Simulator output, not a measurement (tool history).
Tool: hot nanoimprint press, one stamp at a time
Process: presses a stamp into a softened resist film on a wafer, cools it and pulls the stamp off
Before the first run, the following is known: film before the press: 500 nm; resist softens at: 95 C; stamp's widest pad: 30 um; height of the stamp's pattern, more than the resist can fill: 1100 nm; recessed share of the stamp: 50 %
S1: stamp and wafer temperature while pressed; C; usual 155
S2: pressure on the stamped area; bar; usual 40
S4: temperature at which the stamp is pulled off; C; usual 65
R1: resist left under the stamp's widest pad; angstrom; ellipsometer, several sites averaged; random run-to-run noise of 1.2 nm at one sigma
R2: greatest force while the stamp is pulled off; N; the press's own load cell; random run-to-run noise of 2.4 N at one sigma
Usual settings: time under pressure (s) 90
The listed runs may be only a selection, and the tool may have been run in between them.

Run 1, hour 0: usual settings. Result: R1 1912 angstrom, R2 111 N.
Run 2, hour 28.6: usual settings. Result: R1 1918 angstrom, R2 111 N.
Run 3, hour 43.8: usual settings. Result: R1 1923 angstrom, R2 111 N.
Run 4, hour 66.3: usual settings. Result: R1 1913 angstrom, R2 112 N.
Run 5, hour 82.5: usual settings. Result: R1 1914 angstrom, R2 112 N.
Run 6, hour 99.2: usual settings. Result: R1 1887 angstrom, R2 109 N.
Run 7, hour 111.9: usual settings but S1 164 C. Result: R1 1130 angstrom, R2 111 N.
Run 8, hour 134.6: usual settings but S1 164 C. Result: R1 1124 angstrom, R2 116 N.
Run 9, hour 150.3: usual settings but S1 160 C. Result: R1 1410 angstrom, R2 118 N.
Run 10, hour 170.4: usual settings. Result: R1 1894 angstrom, R2 116 N.
Run 11, hour 188.4: usual settings. Result: R1 1895 angstrom, R2 113 N.
Run 12, hour 217.9: usual settings. Result: R1 1898 angstrom, R2 110 N.
Run 13, hour 241.2: usual settings. Result: R1 1863 angstrom, R2 112 N.
Run 14, hour 268.5: usual settings but S4 54 C. Result: R1 1892 angstrom, R2 152 N.
Run 15, hour 282.1: usual settings but S4 54 C. Result: R1 1894 angstrom, R2 145 N.
Run 16, hour 309.3: usual settings but S1 143 C, S2 37.7 bar, time under pressure (s) 106, S4 70 C. Result: R1 3498 angstrom, R2 98 N.
Run 17, hour 326.4: usual settings but S1 143 C, S2 37.7 bar, time under pressure (s) 89, S4 70 C. Result: R1 3616 angstrom, R2 94 N.
Run 18, hour 339.8: usual settings but S1 143 C, S2 48.6 bar, time under pressure (s) 89, S4 70 C. Result: R1 3343 angstrom, R2 99 N.
Run 19, hour 366.8: usual settings but S1 145 C. Result: R1 3225 angstrom, R2 108 N.
Run 20, hour 378.9: usual settings but time under pressure (s) 107, S4 72 C. Result: R1 1771 angstrom, R2 86 N.
Run 21, hour 407.5: usual settings but S1 162 C, S2 40.7 bar, time under pressure (s) 107, S4 72 C. Result: R1 1163 angstrom, R2 91 N.
Run 22, hour 428.8: usual settings but S1 163 C, S2 57.6 bar, time under pressure (s) 68, S4 72 C. Result: R1 1138 angstrom, R2 92 N.
Run 23, hour 449.2: usual settings but S1 161 C, S2 34.5 bar, time under pressure (s) 47, S4 52 C. Result: R1 1909 angstrom, R2 149 N.
Run 24, hour 466.9: usual settings but S1 161 C, S2 34.5 bar, time under pressure (s) 47, S4 52 C. Result: R1 1895 angstrom, R2 153 N.
Run 25, hour 478.2: usual settings but S1 159 C, S2 30.1 bar, time under pressure (s) 65, S4 51 C. Result: R1 1960 angstrom, R2 153 N.
Run 26, hour 500.9: usual settings but S1 159 C, S2 30.1 bar, time under pressure (s) 65, S4 51 C. Result: R1 1978 angstrom, R2 151 N.
Run 27, hour 513.8: usual settings but S1 159 C, S2 30.1 bar, time under pressure (s) 65, S4 51 C. Result: R1 1971 angstrom, R2 155 N.
Run 28, hour 528: usual settings but S2 29.3 bar, S4 67 C. Result: R1 2201 angstrom, R2 107 N.
Run 29, hour 554.1: usual settings but S2 34 bar, time under pressure (s) 84. Result: R1 2109 angstrom, R2 112 N.
Run 30, hour 574.7: usual settings but S2 52.8 bar, time under pressure (s) 148. Result: R1 1328 angstrom, R2 115 N.

Put back what was entered between runs (3 entries, withheld): which listed runs does each sit between, and how does the hidden state differ from the listed run before to the listed run after?
Runs 1 to 2: stamp cleaned and given a new release coat (hour 11.2)
  grip of the stamp's worn release coat, % over a new coat's: 0.6 -> 0
Runs 11 to 12: plate thermocouple calibrated (hour 212.3)
  true temperature over the reading, C: -0.01 -> 0
Runs 20 to 21: stamp cleaned and given a new release coat (hour 387.5)
  grip of the stamp's worn release coat, % over a new coat's: 0.6 -> 0
